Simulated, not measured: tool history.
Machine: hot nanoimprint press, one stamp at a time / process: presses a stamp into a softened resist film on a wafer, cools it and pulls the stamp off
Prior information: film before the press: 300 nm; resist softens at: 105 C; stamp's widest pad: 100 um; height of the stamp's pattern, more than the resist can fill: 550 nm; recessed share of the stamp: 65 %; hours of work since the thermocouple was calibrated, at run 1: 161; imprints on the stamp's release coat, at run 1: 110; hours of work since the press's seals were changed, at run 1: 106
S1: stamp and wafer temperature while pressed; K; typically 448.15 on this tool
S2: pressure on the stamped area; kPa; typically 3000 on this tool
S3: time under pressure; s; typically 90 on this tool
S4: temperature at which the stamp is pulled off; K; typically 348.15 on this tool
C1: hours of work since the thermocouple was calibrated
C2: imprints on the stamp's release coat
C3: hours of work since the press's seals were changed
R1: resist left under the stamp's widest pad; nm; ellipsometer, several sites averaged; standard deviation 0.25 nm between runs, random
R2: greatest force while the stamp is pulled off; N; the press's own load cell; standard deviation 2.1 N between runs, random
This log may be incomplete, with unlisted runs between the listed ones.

Run 1, day 0.000: usual settings; C1 161; C2 110; C3 106. Result: R1 170.7 nm, R2 147 N.
Run 2, day 0.204: usual settings; C1 165; C2 121; C3 109. Result: R1 170.3 nm, R2 143 N.
Run 3, day 0.412: usual settings; C1 168; C2 133; C3 112. Result: R1 170.8 nm, R2 146 N.
Run 4, day 0.621: usual settings; C1 171; C2 145; C3 116. Result: R1 170.3 nm, R2 145 N.
Run 5, day 0.954: usual settings; C1 176; C2 164; C3 121. Result: R1 170.3 nm, R2 146 N.
Run 6, day 1.288: usual settings but S2 3120 kPa; C1 181; C2 183; C3 126. Result: R1 167.0 nm, R2 144 N.
Run 7, day 1.671: usual settings but S1 438.15 K, S3 79 s; C1 187; C2 204; C3 132. Result: R1 229.4 nm, R2 147 N.
Run 8, day 1.942: usual settings but S1 438.15 K, S2 2850 kPa, S3 79 s, S4 351.15 K; C1 192; C2 220; C3 136. Result: R1 233.6 nm, R2 143 N.
Run 9, day 2.208: usual settings but S1 438.15 K, S2 2850 kPa, S3 79 s, S4 351.15 K; C1 196; C2 235; C3 140. Result: R1 232.3 nm, R2 141 N.
Run 10, day 2.542: usual settings but S2 2300 kPa, S3 79 s, S4 351.15 K; C1 201; C2 254; C3 145. Result: R1 198.1 nm, R2 142 N.
Run 11, day 2.712: usual settings but S1 439.15 K, S2 4800 kPa, S3 112 s, S4 338.15 K; C1 204; C2 263; C3 148. Result: R1 169.4 nm, R2 164 N.

Below are 5 alternative next runs, each starting from the tool's condition after run 11. Predict each:
Run A, day 2.946: usual settings but S1 442.15 K, S2 4310 kPa, S3 109 s; C1 207; C2 277; C3 152. Result: R1 ?, R2 ?.
Run B, day 2.946: usual settings but S1 457.15 K, S2 3130 kPa, S3 168 s; C1 207; C2 277; C3 152. Result: R1 ?, R2 ?.
Run C, day 2.946: usual settings but S1 452.15 K, S2 2250 kPa, S3 145 s; C1 207; C2 277; C3 152. Result: R1 ?, R2 ?.
Run D, day 2.946: usual settings but S4 334.15 K; C1 207; C2 277; C3 152. Result: R1 ?, R2 ?.
Run E, day 2.946: usual settings but S1 439.15 K, S2 4800 kPa, S3 112 s, S4 341.15 K; C1 207; C2 277; C3 152. Result: R1 ?, R2 ?.

run     R1   R2
  A  162.3  150
  B  101.7  150
  C  149.8  147
  D  170.0  171
  E  169.6  160
Without the tool's unlogged condition, the same runs would have read:
run     R1   R2
  A  168.3  146
  B  105.4  146
  C  155.1  143
  D  175.7  166
  E  175.9  156

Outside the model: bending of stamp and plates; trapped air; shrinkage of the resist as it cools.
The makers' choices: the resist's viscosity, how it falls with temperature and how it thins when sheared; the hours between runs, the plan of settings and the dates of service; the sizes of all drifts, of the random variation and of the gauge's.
